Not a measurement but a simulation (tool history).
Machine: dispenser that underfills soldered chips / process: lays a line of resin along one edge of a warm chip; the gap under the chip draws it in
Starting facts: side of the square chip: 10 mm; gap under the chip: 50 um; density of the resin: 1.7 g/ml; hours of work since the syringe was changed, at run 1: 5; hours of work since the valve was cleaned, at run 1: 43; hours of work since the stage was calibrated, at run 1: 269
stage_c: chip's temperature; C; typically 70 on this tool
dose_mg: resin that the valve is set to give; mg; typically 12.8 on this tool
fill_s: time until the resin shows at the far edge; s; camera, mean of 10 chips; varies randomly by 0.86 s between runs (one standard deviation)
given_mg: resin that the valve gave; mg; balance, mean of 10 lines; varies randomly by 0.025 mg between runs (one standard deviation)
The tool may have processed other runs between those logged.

run     day  stage_c  dose_mg  hours of work since the syringe was changed  hours of work since the valve was cleaned  hours of work since the stage was calibrated  fill_s  given_mg
  1       0       70     12.8                                            5                                         43                                           269      99     12.53
       0.15  -- new syringe of resin
  2     0.3       70     12.5                                            2                                         47                                           273    85.7     12.18
      0.646  -- new syringe of resin
  3   0.646       70     12.5                                            0                                         52                                           278    76.7     12.18
  4   0.942       70     12.5                                            5                                         57                                           283    93.2     12.14
      1.104  -- dispensing valve cleaned and set on the balance
      1.212  -- new syringe of resin
  5   1.412       70     12.5                                            3                                          4                                           289    89.7     12.54
      1.708  -- new syringe of resin
  6   1.871       79     12.8                                            2                                         11                                           296    56.2     12.73
      2.225  -- new syringe of resin
  7   2.225       79     16.5                                            0                                         16                                           301    50.6      16.4
      2.721  -- new syringe of resin
  8   2.742       79     16.5                                            0                                         24                                           308    50.6     16.33
  9   3.021       79     16.5                                            5                                         28                                           313    61.7     16.26
      3.238  -- new syringe of resin
 10   3.379       70     12.8                                            2                                         33                                           318    81.8     12.62
      3.738  -- new syringe of resin
 11   3.771       81     12.8                                            1                                         39                                           323    47.8     12.56
 12   4.058       81     12.8                                            5                                         43                                           328    57.8     12.53
      4.229  -- new syringe of resin
 13   4.488       81     12.8                                            4                                         50                                           334    56.9     12.48
      4.758  -- new syringe of resin
 14   4.896       81     15.3                                            2                                         55                                           340    49.7     14.85
      5.133  -- dispensing valve cleaned and set on the balance
 15   5.192       81     14.5                                            6                                          1                                           344      60     14.51
      5.312  -- new syringe of resin
 16   5.742       79     12.8                                            6                                          9                                           352    68.4     12.76
      5.804  -- new syringe of resin
        6.3  -- new syringe of resin
 17   6.346       79     12.8                                            1                                         18                                           361    51.5     12.71
 18   6.746       70     12.8                                            7                                         24                                           367    99.4     12.65
      6.792  -- new syringe of resin
 19   7.012       73     13.1                                            3                                         27                                           370      77     12.92
      7.288  -- new syringe of resin
 20   7.462       82     12.8                                            3                                         34                                           377      51     12.64
      7.812  -- new syringe of resin
 21   7.908       77     11.6                                            1                                         41                                           384    61.6      11.4
      8.329  -- new syringe of resin
 22   8.521       60     11.3                                            3                                         50                                           392   145.8     11.03
 23     8.8       76     14.6                                            7                                         54                                           397    78.3     14.21
      8.862  -- new syringe of resin
      9.142  -- dispensing valve cleaned and set on the balance
 24   9.367       76     14.6                                            7                                          3                                           404      77     14.58
      9.417  -- new syringe of resin
      9.933  -- new syringe of resin
 25   9.962       76     14.6                                            0                                         12                                           413    58.1     14.51
 26  10.271       56     13.1                                            5                                         17                                           418   178.8     12.98
     10.438  -- new syringe of resin
 27  10.688       56     11.4                                            4                                         23                                           424   177.3     11.26
     10.933  -- new syringe of resin
 28  11.325       64     14.8                                            6                                         32                                           433   124.5     14.58
     11.458  -- new syringe of resin
 29    11.6       64     14.8                                            2                                         36                                           437   107.3     14.54
     11.988  -- new syringe of resin
 30  12.179       65     12.6                                            3                                         45                                           446   109.5     12.33
     12.508  -- new syringe of resin
 31  12.538       60     11.3                                            0                                         50                                           451   126.5     11.01
     13.025  -- new syringe of resin
 32  13.025       64     11.9                                            0                                         57                                           458   100.4     11.57
     13.171  -- dispensing valve cleaned and set on the balance
 33  13.529       59     13.5                                            7                                          5                                           465   165.4     13.51
     13.571  -- new syringe of resin
 34  14.012       55     13.8                                            7                                         12                                           472   202.2     13.73
     14.067  -- new syringe of resin
 35  14.283       55     13.8                                            3                                         16                                           476   171.1     13.68
     14.512  -- stage's temperature calibrated
     14.621  -- new syringe of resin
 36  14.671       69     11.6                                            1                                         21                                             2    90.1     11.45

What if the next run were any one of these 3? Each begins from the tool's condition after run 36:
  A  15.083       69     11.6                                            7                                         28                                             8       ?         ?
  B  15.083       72     12.8                                            7                                         28                                             8       ?         ?
  C  15.083       59     16.6                                            7                                         28                                             8       ?         ?

run  fill_s  given_mg
  A   114.2     11.47
  B   100.3      12.6
  C   179.1     16.35
Stripped of hidden state, with their random variation kept, the same runs would have yielded:
run  fill_s  given_mg
  A    84.1     11.63
  B      74     12.78
  C   132.4     16.58

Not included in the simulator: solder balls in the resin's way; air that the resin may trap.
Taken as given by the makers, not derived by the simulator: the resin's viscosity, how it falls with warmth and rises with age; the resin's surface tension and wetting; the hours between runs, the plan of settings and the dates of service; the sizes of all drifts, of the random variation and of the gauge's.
